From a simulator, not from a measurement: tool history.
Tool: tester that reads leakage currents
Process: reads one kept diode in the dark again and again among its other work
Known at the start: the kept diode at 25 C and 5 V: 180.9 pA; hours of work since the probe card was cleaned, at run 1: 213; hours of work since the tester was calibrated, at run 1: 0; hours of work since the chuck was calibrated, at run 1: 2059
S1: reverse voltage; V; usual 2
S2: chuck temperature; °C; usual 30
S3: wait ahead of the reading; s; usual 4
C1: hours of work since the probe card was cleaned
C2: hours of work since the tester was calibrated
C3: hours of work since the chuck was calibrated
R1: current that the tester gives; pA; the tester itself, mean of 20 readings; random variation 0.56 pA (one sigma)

| run | day | S1 | S2 | S3 | C1 | C2 | C3 | R1 |
|---|---|---|---|---|---|---|---|---|
| 1 | 0 | 2 | 30 | 4 | 213 | 0 | 2059 | 220.18 |
| 2 | 2.792 | 2 | 24 | 4 | 252 | 39 | 2099 | 133.3 |
| 3 | 6.092 | 2 | 24 | 4 | 299 | 86 | 2145 | 133.92 |
| 4 | 10.175 | 2 | 30 | 8.38 | 357 | 144 | 2203 | 223.41 |
| 5 | 12.596 | 2 | 30 | 8.38 | 391 | 178 | 2237 | 224.07 |
| 6 | 16.783 | 2 | 30 | 8.38 | 450 | 237 | 2296 | 226.04 |
| 7 | 20.617 | 2 | 30 | 8.38 | 504 | 291 | 2351 | 225.99 |
|  | 21.067 | tester calibrated |
| 8 | 22.792 | 2 | 30 | 8.38 | 534 | 24 | 2380 | 226.36 |
|  | 25.375 | chuck's temperature calibrated |
| 9 | 25.375 | 2 | 30 | 8.38 | 569 | 60 | 0 | 185.79 |
| 10 | 28.871 | 2 | 30 | 8.38 | 619 | 109 | 49 | 188.04 |
| 11 | 31.812 | 2 | 30 | 8.38 | 660 | 151 | 91 | 187.63 |
|  | 33.092 | tester calibrated, once more |
| 12 | 34.817 | 2 | 30 | 8.38 | 701 | 24 | 132 | 187.81 |
| 13 | 39.638 | 17.36 | 30 | 8.38 | 770 | 93 | 200 | 480.44 |
| 14 | 41.838 | 17.36 | 30 | 8.38 | 801 | 124 | 232 | 482.9 |
| 15 | 45.621 | 17.36 | 30 | 8.38 | 854 | 177 | 285 | 487.79 |
| 16 | 49.567 | 17.36 | 30 | 8.38 | 910 | 233 | 341 | 486.32 |
| 17 | 54.142 | 17.36 | 30 | 8.38 | 975 | 298 | 405 | 492.29 |
| 18 | 56.85 | 1.08 | 57 | 2.2 | 1013 | 336 | 444 | 1167.1 |
| 19 | 60.962 | 1.22 | 23 | 0.34 | 1071 | 394 | 502 | 87.03 |
| 20 | 64.771 | 1.22 | 23 | 0.34 | 1125 | 448 | 556 | 87.53 |
| 21 | 67.896 | 1.22 | 23 | 0.34 | 1169 | 492 | 600 | 87.69 |

Some steps in R1 between neighbouring runs. How much of each would the tool show without its hidden state too (settings, what came in, random variation), and how much is left for the hidden state, with any gauge scatter that isn't in both results?
The hidden state here: stray current of the dirty probe card, pA a volt; current scale over the true one, %; true chuck temperature over the reading, C; drift of the gauge itself on leakage_pa, %.
Run 8 -> 9: chuck's temperature calibrated. R1 -40.57 pA: hidden state -40.62, all else +0.05.
Run 17 -> 18: S1 17.36 -> 1.08, S2 30 -> 57, S3 8.38 -> 2.2. R1 +674.81 pA: hidden state +13.25, all else +661.56.
Run 18 -> 19: S1 1.08 -> 1.22, S2 57 -> 23, S3 2.2 -> 0.34. R1 -1080.07 pA: hidden state -27.68, all else -1052.39.

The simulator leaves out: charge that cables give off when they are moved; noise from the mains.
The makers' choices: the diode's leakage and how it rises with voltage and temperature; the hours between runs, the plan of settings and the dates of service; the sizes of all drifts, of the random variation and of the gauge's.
